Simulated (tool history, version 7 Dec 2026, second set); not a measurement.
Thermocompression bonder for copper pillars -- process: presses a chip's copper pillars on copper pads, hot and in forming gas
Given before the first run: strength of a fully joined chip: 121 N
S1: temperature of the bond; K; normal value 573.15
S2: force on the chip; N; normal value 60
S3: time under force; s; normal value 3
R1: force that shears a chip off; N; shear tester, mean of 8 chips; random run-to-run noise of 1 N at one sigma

| run | hour | S1 | S2 | S3 | R1 |
|---|---|---|---|---|---|
| 1 | 0 | 573.15 | 60 | 3 | 87.8 |
| 2 | 21 | 573.15 | 60 | 3 | 88.2 |
| 3 | 49.8 | 573.15 | 60 | 3 | 87.4 |
| 4 | 80.5 | 573.15 | 60 | 3 | 87.1 |
| 5 | 105.8 | 573.15 | 60 | 3 | 88.5 |
| 6 | 124.5 | 573.15 | 60 | 3 | 86.7 |
| 7 | 150.5 | 573.15 | 60 | 3 | 88 |
| 8 | 164.5 | 573.15 | 60 | 3 | 88.3 |
|  | 178.7 | forming gas filter changed |
| 9 | 185.7 | 573.15 | 60 | 3 | 90.8 |
| 10 | 210.4 | 573.15 | 60 | 3 | 90.1 |
| 11 | 241.2 | 573.15 | 60 | 3 | 89.9 |
| 12 | 269.6 | 573.15 | 57 | 3 | 86.4 |
| 13 | 285.9 | 573.15 | 57 | 3 | 87.6 |
| 14 | 312.8 | 573.15 | 60 | 3 | 88.8 |
| 15 | 332.6 | 573.15 | 60 | 3 | 87.5 |
| 16 | 351.1 | 573.15 | 60 | 3 | 89.3 |
| 17 | 373 | 573.15 | 60 | 3 | 89.6 |
| 18 | 400.5 | 573.15 | 60 | 3 | 90.3 |
| 19 | 427.3 | 592.15 | 64 | 5 | 109.4 |
| 20 | 447.3 | 592.15 | 64 | 5 | 106.8 |
| 21 | 469.3 | 588.15 | 60 | 3 | 96.1 |
| 22 | 498.1 | 591.15 | 60 | 6 | 108.2 |
|  | 508.5 | forming gas filter changed |
| 23 | 524.7 | 572.15 | 60 | 6 | 101.8 |
| 24 | 555 | 553.15 | 62 | 5 | 89.8 |
| 25 | 582.7 | 563.15 | 84 | 2 | 86.9 |
| 26 | 614.8 | 549.15 | 71 | 3 | 82.5 |
| 27 | 634.7 | 551.15 | 70 | 3 | 81.4 |
| 28 | 653 | 562.15 | 70 | 3 | 88.1 |
| 29 | 667.7 | 578.15 | 48 | 4 | 88.5 |
| 30 | 698.1 | 583.15 | 38 | 3 | 75.5 |
| 31 | 717.5 | 583.15 | 38 | 3 | 74.2 |
| 32 | 740.7 | 592.15 | 41 | 3 | 81.5 |
| 33 | 766.4 | 592.15 | 41 | 3 | 83.8 |

Below are 4 alternative next runs, each starting from the tool's condition after run 33. Predict each:
| A | 795.6 | 592.15 | 66 | 8 | ? |
| B | 795.6 | 582.15 | 87 | 4 | ? |
| C | 795.6 | 554.15 | 42 | 3 | ? |
| D | 795.6 | 544.15 | 41 | 5 | ? |

| run | R1 |
|---|---|
| A | 112.4 |
| B | 107.1 |
| C | 63.5 |
| D | 69 |
Stripped of hidden state, with their random variation kept, the same runs would have yielded:
| run | R1 |
|---|---|
| A | 112.9 |
| B | 107.6 |
| C | 64 |
| D | 69.4 |
